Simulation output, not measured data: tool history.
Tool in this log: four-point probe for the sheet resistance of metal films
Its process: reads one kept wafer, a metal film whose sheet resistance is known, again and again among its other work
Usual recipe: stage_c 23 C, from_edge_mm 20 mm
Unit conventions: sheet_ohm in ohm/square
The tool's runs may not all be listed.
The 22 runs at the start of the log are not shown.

| run | day | stage_c | from_edge_mm | sheet_ohm |
|---|---|---|---|---|
| 23 | 12.583 | 23 | 19 | 7.309664 |
|  | 12.667 | stage's thermometer calibrated |
| 24 | 13.396 | 30 | 11 | 7.346075 |
| 25 | 14.171 | 29 | 16 | 7.326081 |
| 26 | 14.529 | 29 | 16 | 7.325880 |
| 27 | 15.129 | 28 | 15 | 7.328335 |
| 28 | 15.775 | 20 | 22 | 7.307677 |
| 29 | 16.279 | 31 | 4 | 7.554147 |
|  | 16.796 | stage's thermometer calibrated, once more |
| 30 | 16.850 | 23 | 16 | 7.304793 |
| 31 | 17.604 | 26 | 38 | 7.297802 |
| 32 | 18.138 | 25 | 38 | 7.295796 |
| 33 | 18.825 | 20 | 20 | 7.297888 |
| 34 | 19.167 | 20 | 20 | 7.292806 |
| 35 | 19.958 | 20 | 20 | 7.295576 |
| 36 | 20.646 | 18 | 53 | 7.285780 |
| 37 | 21.129 | 23 | 4 | 7.529238 |
| 38 | 21.912 | 27 | 3 | 7.707980 |
| 39 | 22.633 | 28 | 11 | 7.332238 |
| 40 | 23.271 | 33 | 45 | 7.310048 |
| 41 | 24.050 | 33 | 45 | 7.306604 |
| 42 | 24.654 | 33 | 45 | 7.309874 |
| 43 | 25.062 | 27 | 3 | 7.710168 |
| 44 | 25.412 | 27 | 3 | 7.707656 |
| 45 | 26.004 | 33 | 10 | 7.346343 |

4 options for the next run, each taken on its own from the tool as it stands now. Forecast them:
| A | 26.754 | 24 | 4 | ? |
| B | 26.754 | 18 | 3 | ? |
| C | 26.754 | 27 | 4 | ? |
| D | 26.754 | 30 | 20 | ? |

| run | sheet_ohm |
|---|---|
| A | 7.530845 |
| B | 7.694703 |
| C | 7.537143 |
| D | 7.312362 |
Stripped of hidden state, with their random variation kept, the same runs would have yielded:
| run | sheet_ohm |
|---|---|
| A | 7.500114 |
| B | 7.663326 |
| C | 7.506404 |
| D | 7.282488 |
